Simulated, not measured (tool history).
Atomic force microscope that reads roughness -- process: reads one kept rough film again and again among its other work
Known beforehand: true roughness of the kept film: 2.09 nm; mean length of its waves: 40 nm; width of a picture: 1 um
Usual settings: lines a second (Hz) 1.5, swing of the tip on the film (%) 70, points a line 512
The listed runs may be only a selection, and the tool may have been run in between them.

run	day	lines a second (Hz)	swing of the tip on the film (%)	points a line	roughness of the kept film (nm (root mean square))
1	0	1.5	70	512	1.839
2	1.142	1.5	70	512	1.779
3	3.104	1.5	70	512	1.68
# day 4.892: new tip fitted
4	5.104	1.5	70	512	1.895
5	6.583	1.5	70	512	1.805
6	8.375	1.5	70	512	1.707
7	9.754	1.5	70	512	1.649
# day 9.933: height scale calibrated on a step standard
# day 10.721: new tip fitted
8	11.754	1.78	70	512	1.798
9	13.962	1.5	70	350	1.705
# day 15.804: height scale calibrated on a step standard, once more
10	15.812	1.5	70	350	1.647
# day 16.579: new tip fitted
11	17.892	3.68	82	946	1.566
12	19.525	3.74	70	956	1.627
13	21.512	3.74	70	956	1.543
# day 22.421: new tip fitted
14	22.779	0.96	70	551	1.905
15	23.975	1.5	59	512	1.84
16	25.867	1.5	59	512	1.765
17	27.629	1.5	57	512	1.692
# day 28.292: new tip fitted
18	29.096	1.5	64	429	1.871
19	30.796	1.5	63	435	1.776

Below are 4 alternative next runs, each starting from the tool's condition after run 19. Predict each:
A	32.642	1.5	73	922	?
B	32.642	3.66	63	353	?
C	32.642	1.11	68	506	?
D	32.642	0.88	59	563	?

run	roughness of the kept film (nm (root mean square))
A	1.663
B	1.638
C	1.713
D	1.738
Take away the tool's hidden state, keep each run's random variation, and the runs would have read:
run	roughness of the kept film (nm (root mean square))
A	1.872
B	1.843
C	1.927
D	1.957
